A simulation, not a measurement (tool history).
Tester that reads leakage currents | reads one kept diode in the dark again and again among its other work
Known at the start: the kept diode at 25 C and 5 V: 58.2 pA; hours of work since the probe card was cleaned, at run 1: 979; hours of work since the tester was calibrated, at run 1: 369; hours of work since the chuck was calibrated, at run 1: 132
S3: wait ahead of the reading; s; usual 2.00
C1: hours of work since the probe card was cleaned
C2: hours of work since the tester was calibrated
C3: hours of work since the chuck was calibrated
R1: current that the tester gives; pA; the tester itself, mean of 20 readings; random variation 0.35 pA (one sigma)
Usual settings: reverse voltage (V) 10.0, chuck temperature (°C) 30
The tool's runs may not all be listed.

Run 1, hour 0.0: usual settings; C1 979; C2 369; C3 132. Result: R1 123.28 pA.
Run 2, hour 103.3: usual settings but reverse voltage (V) 1.7; C1 1053; C2 443; C3 207. Result: R1 52.07 pA.
Run 3, hour 210.1: usual settings but reverse voltage (V) 1.7; C1 1130; C2 520; C3 284. Result: R1 52.36 pA.
Run 4, hour 293.3: usual settings but chuck temperature (°C) 40; C1 1190; C2 580; C3 343. Result: R1 244.49 pA.
Run 5, hour 357.3: usual settings but chuck temperature (°C) 40; C1 1236; C2 626; C3 390. Result: R1 244.97 pA.
Run 6, hour 482.2: usual settings; C1 1326; C2 716; C3 480. Result: R1 126.75 pA.
Run 7, hour 599.2: usual settings; C1 1410; C2 801; C3 564. Result: R1 128.28 pA.
Run 8, hour 669.1: usual settings; C1 1461; C2 851; C3 614. Result: R1 128.37 pA.
Run 9, hour 759.0: usual settings but reverse voltage (V) 7.8; C1 1526; C2 916; C3 679. Result: R1 114.36 pA.
Run 10, hour 849.5: usual settings but reverse voltage (V) 2.5; C1 1591; C2 981; C3 744. Result: R1 65.10 pA.
Run 11, hour 924.7: usual settings but reverse voltage (V) 2.5, chuck temperature (°C) 44; C1 1645; C2 1035; C3 799. Result: R1 165.51 pA.
Run 12, hour 1024.6: usual settings but reverse voltage (V) 2.5, chuck temperature (°C) 44; C1 1717; C2 1107; C3 871. Result: R1 166.52 pA.
Run 13, hour 1137.7: usual settings but reverse voltage (V) 2.5, chuck temperature (°C) 44; C1 1799; C2 1189; C3 952. Result: R1 167.11 pA.
At hour 1145.8: chuck's temperature calibrated.
Run 14, hour 1202.6: usual settings but reverse voltage (V) 4.3, chuck temperature (°C) 51; C1 1844; C2 1234; C3 41. Result: R1 341.77 pA.
Run 15, hour 1287.3: usual settings but reverse voltage (V) 8.9, chuck temperature (°C) 24; C1 1905; C2 1295; C3 102. Result: R1 86.12 pA.
Run 16, hour 1362.2: usual settings but reverse voltage (V) 1.3, S3 1.26 s; C1 1959; C2 1349; C3 156. Result: R1 49.43 pA.
Run 17, hour 1434.6: usual settings but reverse voltage (V) 9.4, chuck temperature (°C) 20, S3 0.52 s; C1 2011; C2 1402; C3 208. Result: R1 70.49 pA.
Run 18, hour 1559.5: usual settings but reverse voltage (V) 9.4, chuck temperature (°C) 20, S3 0.52 s; C1 2101; C2 1492; C3 298. Result: R1 71.40 pA.
At hour 1667.1: chuck's temperature calibrated, once more.
Run 19, hour 1669.2: usual settings but reverse voltage (V) 7.1, chuck temperature (°C) 26, S3 0.52 s; C1 2179; C2 1569; C3 1. Result: R1 82.69 pA.
Run 20, hour 1773.1: usual settings but chuck temperature (°C) 50, S3 1.86 s; C1 2254; C2 1644; C3 76. Result: R1 451.51 pA.
Run 21, hour 1840.2: usual settings but reverse voltage (V) 3.7, chuck temperature (°C) 50, S3 0.60 s; C1 2302; C2 1692; C3 125. Result: R1 281.15 pA.
Run 22, hour 1932.7: usual settings but reverse voltage (V) 15.4, chuck temperature (°C) 27, S3 0.46 s; C1 2369; C2 1759; C3 191. Result: R1 137.22 pA.
Run 23, hour 2056.9: usual settings but reverse voltage (V) 15.4, chuck temperature (°C) 27, S3 0.46 s; C1 2458; C2 1849; C3 281. Result: R1 137.62 pA.
Run 24, hour 2152.1: usual settings but reverse voltage (V) 19.2, chuck temperature (°C) 27, S3 0.46 s; C1 2527; C2 1917; C3 350. Result: R1 158.11 pA.
At hour 2185.3: probe card cleaned and baked.
Run 25, hour 2247.3: usual settings but reverse voltage (V) 19.2, chuck temperature (°C) 27, S3 0.46 s; C1 45; C2 1984; C3 416. Result: R1 132.07 pA.
Run 26, hour 2307.4: usual settings but reverse voltage (V) 19.2, chuck temperature (°C) 27, S3 0.46 s; C1 88; C2 2027; C3 459. Result: R1 132.72 pA.

3 ways to go on from here, each from the tool as it stands after run 26. What would each give?
Run A, hour 2422.1: usual settings but reverse voltage (V) 1.2, chuck temperature (°C) 49; C1 171; C2 2110; C3 542. Result: R1 ?.
Run B, hour 2422.1: usual settings but reverse voltage (V) 1.3, chuck temperature (°C) 53, S3 6.87 s; C1 171; C2 2110; C3 542. Result: R1 ?.
Run C, hour 2422.1: usual settings but S3 0.81 s; C1 171; C2 2110; C3 542. Result: R1 ?.

run      R1
  A  154.46
  B  206.90
  C  119.38
Without the tool's hidden state the same runs would have given:
run      R1
  A  152.44
  B  204.38
  C  116.50
